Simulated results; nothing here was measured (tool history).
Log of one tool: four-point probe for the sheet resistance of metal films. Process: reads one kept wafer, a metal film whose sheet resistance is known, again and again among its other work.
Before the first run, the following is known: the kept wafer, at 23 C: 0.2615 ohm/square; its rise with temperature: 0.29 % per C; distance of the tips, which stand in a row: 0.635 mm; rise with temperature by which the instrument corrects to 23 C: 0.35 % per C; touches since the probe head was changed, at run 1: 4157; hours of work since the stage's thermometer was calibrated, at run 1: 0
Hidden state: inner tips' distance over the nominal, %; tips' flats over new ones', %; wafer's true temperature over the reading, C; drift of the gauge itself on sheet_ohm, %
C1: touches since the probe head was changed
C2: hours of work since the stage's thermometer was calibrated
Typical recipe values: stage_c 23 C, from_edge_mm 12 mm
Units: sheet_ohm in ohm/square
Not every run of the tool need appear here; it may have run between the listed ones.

Run 1, hour 0.0: usual settings; C1 4157; C2 0. Result: sheet_ohm 0.262144 ohm/square.
Run 2, hour 76.8: usual settings; C1 5807; C2 36. Result: sheet_ohm 0.262160 ohm/square.
Run 3, hour 157.7: usual settings; C1 7547; C2 73. Result: sheet_ohm 0.262193 ohm/square.
Run 4, hour 244.9: usual settings; C1 9419; C2 113. Result: sheet_ohm 0.262146 ohm/square.
Run 5, hour 325.8: usual settings; C1 11158; C2 151. Result: sheet_ohm 0.262228 ohm/square.
Run 6, hour 416.7: usual settings; C1 13112; C2 193. Result: sheet_ohm 0.262257 ohm/square.
Run 7, hour 470.7: usual settings but stage_c 19 C; C1 14273; C2 218. Result: sheet_ohm 0.262867 ohm/square.
Run 8, hour 522.6: usual settings but stage_c 19 C; C1 15387; C2 242. Result: sheet_ohm 0.262831 ohm/square.
Run 9, hour 567.1: usual settings but stage_c 19 C; C1 16345; C2 262. Result: sheet_ohm 0.262862 ohm/square.
Run 10, hour 642.6: usual settings but stage_c 19 C; C1 17967; C2 297. Result: sheet_ohm 0.262888 ohm/square.
Run 11, hour 682.2: usual settings; C1 18817; C2 316. Result: sheet_ohm 0.262347 ohm/square.
Run 12, hour 740.5: usual settings but stage_c 20 C; C1 20070; C2 342. Result: sheet_ohm 0.262856 ohm/square.
Run 13, hour 830.6: usual settings but stage_c 18 C, from_edge_mm 35 mm; C1 22007; C2 384. Result: sheet_ohm 0.262778 ohm/square.
Run 14, hour 884.1: usual settings but stage_c 20 C, from_edge_mm 5 mm; C1 23155; C2 409. Result: sheet_ohm 0.264728 ohm/square.
Run 15, hour 945.6: usual settings but stage_c 20 C, from_edge_mm 36 mm; C1 24478; C2 437. Result: sheet_ohm 0.262523 ohm/square.
Run 16, hour 999.4: usual settings but stage_c 20 C, from_edge_mm 36 mm; C1 25634; C2 462. Result: sheet_ohm 0.262546 ohm/square.
Run 17, hour 1059.0: usual settings but stage_c 27 C, from_edge_mm 17 mm; C1 26916; C2 490. Result: sheet_ohm 0.261601 ohm/square.
Run 18, hour 1101.1: usual settings but stage_c 27 C, from_edge_mm 17 mm; C1 27819; C2 509. Result: sheet_ohm 0.261673 ohm/square.

Expected results for the next run?
Run 19, hour 1159.8: usual settings but stage_c 19 C, from_edge_mm 34 mm; C1 29080; C2 536. Result: sheet_ohm ?.

{"run 19": {"sheet_ohm": 0.26268}}
Had the tool carried no hidden state, the very same run would have given sheet_ohm 0.262079 ohm/square.
